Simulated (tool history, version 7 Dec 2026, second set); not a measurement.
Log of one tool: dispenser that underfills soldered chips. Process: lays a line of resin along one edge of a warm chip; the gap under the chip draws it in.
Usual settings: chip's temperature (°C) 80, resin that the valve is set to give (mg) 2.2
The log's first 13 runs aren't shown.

run,hour,chip's temperature (°C),resin that the valve is set to give (mg),time until the resin shows at the far edge (s),resin that the valve gave (mg)
# hour 78.3: new syringe of resin
14,78.4,71,2.89,90,2.6
15,85.1,71,2.89,113.6,2.6
# hour 86.7: dispensing valve cleaned and set on the balance
# hour 87.5: new syringe of resin
16,91,80,2.9,72.5,2.87
# hour 95.7: new syringe of resin
17,98.2,80,2.9,69.1,2.87
18,101.8,74,2.9,96.1,2.85
# hour 103.8: new syringe of resin
19,106,74,2.9,85.3,2.86
20,110.2,71,2.65,113.6,2.58
# hour 111.9: new syringe of resin
21,116.4,71,2.65,107,2.57
# hour 120.2: new syringe of resin
22,123.5,71,2.65,101.2,2.6
23,126.9,84,2.31,67.9,2.26
# hour 128.1: new syringe of resin
24,133.8,68,2.26,124.5,2.23
# hour 136.5: new syringe of resin
25,140.5,68,2.26,115.5,2.2
# hour 144.6: new syringe of resin
26,147.2,80,2.02,72.9,1.93
27,151.3,80,2.02,83.5,1.96
# hour 153: new syringe of resin
28,156.5,80,2.02,76.6,1.96
29,160.1,90,2.01,59.8,1.92
# hour 161.1: new syringe of resin
30,165,90,2.01,53.1,1.9
# hour 169.5: new syringe of resin
31,169.7,85,2.33,55.8,2.21
32,176.9,77,2.79,92.2,2.63
# hour 177.6: new syringe of resin
33,180.6,77,2.79,79.9,2.65
# hour 185.7: new syringe of resin
34,186.2,93,2.34,42.7,2.17

Forecast each of these 5 alternatives for the next run:
A,192.1,80,2.63,?,?
B,192.1,92,2.64,?,?
C,192.1,80,1.95,?,?
D,192.1,83,2.47,?,?
E,192.1,72,2.07,?,?

run,time until the resin shows at the far edge (s),resin that the valve gave (mg)
A,80.2,2.45
B,51.7,2.45
C,85.1,1.82
D,72.4,2.3
E,111.9,1.93
Without the tool's hidden state the same runs would have given:
run,time until the resin shows at the far edge (s),resin that the valve gave (mg)
A,63.8,2.62
B,41.2,2.63
C,66.6,1.95
D,57.6,2.46
E,87.8,2.07
